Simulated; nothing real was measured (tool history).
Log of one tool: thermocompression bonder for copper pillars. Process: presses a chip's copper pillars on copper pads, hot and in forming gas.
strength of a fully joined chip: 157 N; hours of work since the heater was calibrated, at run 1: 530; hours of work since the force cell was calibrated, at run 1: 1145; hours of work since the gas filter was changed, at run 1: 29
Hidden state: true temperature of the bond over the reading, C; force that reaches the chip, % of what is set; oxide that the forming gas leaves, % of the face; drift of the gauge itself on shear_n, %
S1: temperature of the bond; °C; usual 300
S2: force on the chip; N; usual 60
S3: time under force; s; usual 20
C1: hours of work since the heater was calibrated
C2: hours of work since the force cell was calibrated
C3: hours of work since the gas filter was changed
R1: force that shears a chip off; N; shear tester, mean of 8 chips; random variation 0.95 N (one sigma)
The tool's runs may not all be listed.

run	hour	S1	S2	S3	C1	C2	C3	R1
1	0.0	300	60	20	530	1145	29	107.1
2	93.0	300	60	16	594	1210	93	98.4
3	167.2	300	60	20	646	1261	145	105.7
# hour 207.5: heater calibrated with a thermocouple chip
4	257.3	300	60	20	35	1323	206	102.7
5	339.9	300	60	20	92	1380	263	100.0
6	399.3	300	60	20	133	1421	305	99.8
7	469.2	300	60	20	182	1470	353	98.2
# hour 491.4: forming gas filter changed
8	554.1	300	48	20	240	1528	44	85.8
# hour 636.9: heater calibrated with a thermocouple chip, once more
9	636.9	300	60	20	0	1585	100	108.6
10	711.6	300	39	20	52	1637	152	71.5
11	775.1	300	39	20	96	1681	196	70.4
12	863.8	300	44	20	158	1742	257	77.4
13	953.6	283	44	20	220	1805	320	64.5
# hour 1022.8: forming gas filter changed
14	1022.8	300	60	24	268	1852	0	111.3
15	1075.6	300	60	12	304	1889	37	91.1
16	1128.0	300	60	12	341	1925	73	90.5
17	1198.0	300	60	12	389	1974	122	90.0
18	1272.9	300	60	12	441	2026	174	87.4
19	1325.4	318	60	31	478	2063	210	126.2
20	1412.6	319	55	11	539	2123	271	89.2
# hour 1439.4: force cell calibrated
21	1454.0	300	61	20	566	10	298	106.9
22	1518.7	300	66	11	611	55	343	94.6
# hour 1556.7: forming gas filter changed
# hour 1611.0: heater calibrated with a thermocouple chip
23	1611.0	300	66	11	0	117	36	103.3
24	1676.7	282	90	27	46	163	82	136.0
25	1762.0	282	90	27	105	222	141	132.8
26	1814.7	282	90	27	142	259	178	133.4
27	1871.2	303	55	10	181	298	217	83.2
28	1953.3	303	55	10	238	355	274	82.5
29	1994.5	303	55	10	266	384	303	81.4

3 ways to go on from here, each from the tool as it stands after run 29. What would each give?
A	2043.8	303	75	10	301	418	337	?
B	2043.8	319	60	20	301	418	337	?
C	2043.8	303	55	57	301	418	337	?

run	R1
A	106.2
B	117.4
C	125.7
Without the tool's hidden state the same runs would have given:
run	R1
A	117.4
B	128.6
C	137.0
